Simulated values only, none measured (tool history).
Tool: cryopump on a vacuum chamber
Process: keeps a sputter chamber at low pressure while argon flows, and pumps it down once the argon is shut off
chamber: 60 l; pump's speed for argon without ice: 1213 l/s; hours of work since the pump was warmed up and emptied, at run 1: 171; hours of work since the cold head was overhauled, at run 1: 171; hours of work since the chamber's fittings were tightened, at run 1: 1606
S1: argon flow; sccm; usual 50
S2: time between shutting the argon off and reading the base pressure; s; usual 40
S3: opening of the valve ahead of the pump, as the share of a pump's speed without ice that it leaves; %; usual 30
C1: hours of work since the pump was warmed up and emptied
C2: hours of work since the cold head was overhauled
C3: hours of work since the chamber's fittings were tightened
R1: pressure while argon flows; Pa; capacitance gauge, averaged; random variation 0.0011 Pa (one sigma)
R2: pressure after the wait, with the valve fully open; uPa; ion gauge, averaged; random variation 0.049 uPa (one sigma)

Run 1, day 0.000: usual settings; C1 171; C2 171; C3 1606. Result: R1 0.2378 Pa, R2 4.99 uPa.
Run 2, day 0.475: usual settings; C1 177; C2 177; C3 1612. Result: R1 0.2398 Pa, R2 4.95 uPa.
Run 3, day 0.971: usual settings; C1 183; C2 183; C3 1618. Result: R1 0.2373 Pa, R2 4.91 uPa.
Run 4, day 1.558: usual settings but S2 247 s; C1 190; C2 190; C3 1625. Result: R1 0.2384 Pa, R2 2.70 uPa.
Run 5, day 1.983: usual settings but S2 247 s, S3 43 %; C1 195; C2 195; C3 1630. Result: R1 0.1681 Pa, R2 2.64 uPa.
Run 6, day 2.662: usual settings but S2 247 s, S3 43 %; C1 203; C2 203; C3 1638. Result: R1 0.1681 Pa, R2 2.74 uPa.
Run 7, day 2.983: usual settings but S2 247 s, S3 43 %; C1 207; C2 207; C3 1642. Result: R1 0.1674 Pa, R2 2.74 uPa.
Run 8, day 3.542: usual settings but S1 24 sccm, S2 209 s, S3 59 %; C1 214; C2 214; C3 1649. Result: R1 0.0591 Pa, R2 2.81 uPa.
Run 9, day 3.988: usual settings but S2 37 s; C1 219; C2 219; C3 1655. Result: R1 0.2396 Pa, R2 5.19 uPa.
Run 10, day 4.371: usual settings but S1 22 sccm, S2 194 s; C1 224; C2 224; C3 1659. Result: R1 0.1046 Pa, R2 2.82 uPa.
Run 11, day 4.658: usual settings but S1 22 sccm, S2 194 s, S3 53 %; C1 227; C2 227; C3 1663. Result: R1 0.0605 Pa, R2 2.88 uPa.
Run 12, day 5.238: usual settings but S1 29 sccm, S2 194 s, S3 53 %; C1 235; C2 235; C3 1670. Result: R1 0.0799 Pa, R2 2.89 uPa.
Run 13, day 5.558: usual settings but S1 44 sccm, S3 46 %; C1 238; C2 238; C3 1674. Result: R1 0.1383 Pa, R2 5.08 uPa.

Forecast each of these 4 alternatives for the next run:
Run A, day 6.242: usual settings but S1 26 sccm, S2 27 s, S3 53 %; C1 247; C2 247; C3 1682. Result: R1 ?, R2 ?.
Run B, day 6.242: usual settings but S1 57 sccm, S2 28 s, S3 59 %; C1 247; C2 247; C3 1682. Result: R1 ?, R2 ?.
Run C, day 6.242: usual settings but S1 42 sccm, S3 46 %; C1 247; C2 247; C3 1682. Result: R1 ?, R2 ?.
Run D, day 6.242: usual settings but S1 80 sccm, S2 281 s, S3 41 %; C1 247; C2 247; C3 1682. Result: R1 ?, R2 ?.

run      R1    R2
  A  0.0719  6.37
  B  0.1424  6.33
  C  0.1317  4.92
  D  0.2812  2.77
Without the tool's hidden state the same runs would have given:
run      R1    R2
  A  0.0683  4.25
  B  0.1346  4.18
  C  0.1260  2.86
  D  0.2702  0.63
